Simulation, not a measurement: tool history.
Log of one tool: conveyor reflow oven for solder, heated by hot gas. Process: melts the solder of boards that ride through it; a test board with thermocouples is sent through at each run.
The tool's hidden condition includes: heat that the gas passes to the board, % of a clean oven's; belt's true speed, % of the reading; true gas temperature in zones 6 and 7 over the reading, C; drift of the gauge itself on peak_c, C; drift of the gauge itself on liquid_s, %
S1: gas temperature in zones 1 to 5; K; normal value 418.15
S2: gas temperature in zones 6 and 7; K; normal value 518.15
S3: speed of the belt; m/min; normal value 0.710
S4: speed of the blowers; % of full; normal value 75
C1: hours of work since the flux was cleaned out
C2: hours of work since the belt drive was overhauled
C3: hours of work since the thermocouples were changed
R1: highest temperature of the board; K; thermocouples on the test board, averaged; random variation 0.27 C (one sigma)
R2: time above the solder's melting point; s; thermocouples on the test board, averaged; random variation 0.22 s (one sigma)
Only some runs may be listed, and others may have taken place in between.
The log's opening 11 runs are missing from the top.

{"hour": 471.1, "done": "flux residue cleaned out of gas plates and filters"}
{"run": 12, "hour": 507.0, "S1": 418.15, "S2": 518.15, "S3": 0.803, "S4": 75, "C1": 28, "C2": 1117, "C3": 96, "R1": 498.35, "R2": 51.6}
{"run": 13, "hour": 546.5, "S1": 418.15, "S2": 518.15, "S3": 0.71, "S4": 75, "C1": 59, "C2": 1148, "C3": 127, "R1": 502.05, "R2": 61.0}
{"run": 14, "hour": 586.1, "S1": 418.15, "S2": 518.15, "S3": 0.71, "S4": 86, "C1": 90, "C2": 1179, "C3": 158, "R1": 503.85, "R2": 62.4}
{"run": 15, "hour": 638.2, "S1": 405.15, "S2": 518.15, "S3": 0.71, "S4": 86, "C1": 131, "C2": 1219, "C3": 198, "R1": 502.85, "R2": 57.0}
{"hour": 691.9, "done": "flux residue cleaned out of gas plates and filters"}
{"run": 16, "hour": 692.2, "S1": 422.15, "S2": 518.15, "S3": 0.795, "S4": 75, "C1": 0, "C2": 1258, "C3": 237, "R1": 500.85, "R2": 54.9}
{"run": 17, "hour": 718.3, "S1": 422.15, "S2": 518.15, "S3": 0.795, "S4": 75, "C1": 21, "C2": 1278, "C3": 257, "R1": 500.25, "R2": 54.8}
{"run": 18, "hour": 758.6, "S1": 422.15, "S2": 514.15, "S3": 0.601, "S4": 68, "C1": 52, "C2": 1310, "C3": 289, "R1": 503.35, "R2": 74.3}
{"run": 19, "hour": 805.9, "S1": 431.15, "S2": 518.15, "S3": 0.71, "S4": 75, "C1": 89, "C2": 1347, "C3": 326, "R1": 504.95, "R2": 66.2}
{"run": 20, "hour": 858.7, "S1": 431.15, "S2": 518.15, "S3": 0.71, "S4": 75, "C1": 131, "C2": 1388, "C3": 367, "R1": 504.25, "R2": 67.0}
{"run": 21, "hour": 897.1, "S1": 431.15, "S2": 518.15, "S3": 0.71, "S4": 75, "C1": 161, "C2": 1418, "C3": 397, "R1": 504.55, "R2": 67.2}
{"hour": 910.0, "done": "flux residue cleaned out of gas plates and filters"}
{"run": 22, "hour": 942.4, "S1": 418.15, "S2": 528.15, "S3": 0.763, "S4": 75, "C1": 25, "C2": 1450, "C3": 429, "R1": 510.35, "R2": 59.9}
{"run": 23, "hour": 994.4, "S1": 418.15, "S2": 528.15, "S3": 0.763, "S4": 75, "C1": 66, "C2": 1491, "C3": 470, "R1": 509.25, "R2": 60.2}
{"run": 24, "hour": 1046.9, "S1": 418.15, "S2": 528.15, "S3": 0.763, "S4": 75, "C1": 107, "C2": 1532, "C3": 511, "R1": 508.65, "R2": 59.6}
{"hour": 1063.2, "done": "thermocouples of zones 6 and 7 changed"}
{"run": 25, "hour": 1092.7, "S1": 409.15, "S2": 528.15, "S3": 0.763, "S4": 83, "C1": 142, "C2": 1566, "C3": 23, "R1": 508.35, "R2": 57.0}
{"hour": 1133.8, "done": "flux residue cleaned out of gas plates and filters"}
{"run": 26, "hour": 1155.8, "S1": 414.15, "S2": 518.15, "S3": 0.71, "S4": 74, "C1": 17, "C2": 1612, "C3": 69, "R1": 502.05, "R2": 60.1}
{"hour": 1183.8, "done": "belt drive overhauled, speed set with a stopwatch"}
{"run": 27, "hour": 1187.0, "S1": 414.15, "S2": 518.15, "S3": 0.71, "S4": 74, "C1": 39, "C2": 2, "C3": 90, "R1": 500.25, "R2": 57.2}
{"run": 28, "hour": 1216.1, "S1": 415.15, "S2": 518.15, "S3": 0.758, "S4": 73, "C1": 61, "C2": 25, "C3": 113, "R1": 498.15, "R2": 52.8}
{"run": 29, "hour": 1273.4, "S1": 415.15, "S2": 518.15, "S3": 0.803, "S4": 73, "C1": 106, "C2": 70, "C3": 158, "R1": 495.55, "R2": 48.3}
{"run": 30, "hour": 1323.3, "S1": 415.15, "S2": 518.15, "S3": 0.803, "S4": 73, "C1": 145, "C2": 109, "C3": 197, "R1": 495.05, "R2": 47.9}

Predict each of these 3 candidate next runs independently; none follows another, all start after run 30:
{"hour": 1358.6, "done": "flux residue cleaned out of gas plates and filters"}
{"run": "A", "hour": 1385.1, "S1": 418.15, "S2": 518.15, "S3": 0.71, "S4": 87, "C1": 21, "C2": 154, "C3": 241, "R1": "?", "R2": "?"}
{"hour": 1358.6, "done": "flux residue cleaned out of gas plates and filters"}
{"run": "B", "hour": 1385.1, "S1": 432.15, "S2": 518.15, "S3": 0.733, "S4": 79, "C1": 21, "C2": 154, "C3": 241, "R1": "?", "R2": "?"}
{"hour": 1358.6, "done": "flux residue cleaned out of gas plates and filters"}
{"run": "C", "hour": 1385.1, "S1": 423.15, "S2": 518.15, "S3": 0.747, "S4": 62, "C1": 21, "C2": 154, "C3": 241, "R1": "?", "R2": "?"}

run=A R1=505.65 R2=60.8
run=B R1=504.75 R2=63.8
run=C R1=497.15 R2=54.9
Without the tool's unlogged condition, the same runs would have read:
run=A R1=505.25 R2=60.5
run=B R1=504.35 R2=63.5
run=C R1=496.75 R2=54.5

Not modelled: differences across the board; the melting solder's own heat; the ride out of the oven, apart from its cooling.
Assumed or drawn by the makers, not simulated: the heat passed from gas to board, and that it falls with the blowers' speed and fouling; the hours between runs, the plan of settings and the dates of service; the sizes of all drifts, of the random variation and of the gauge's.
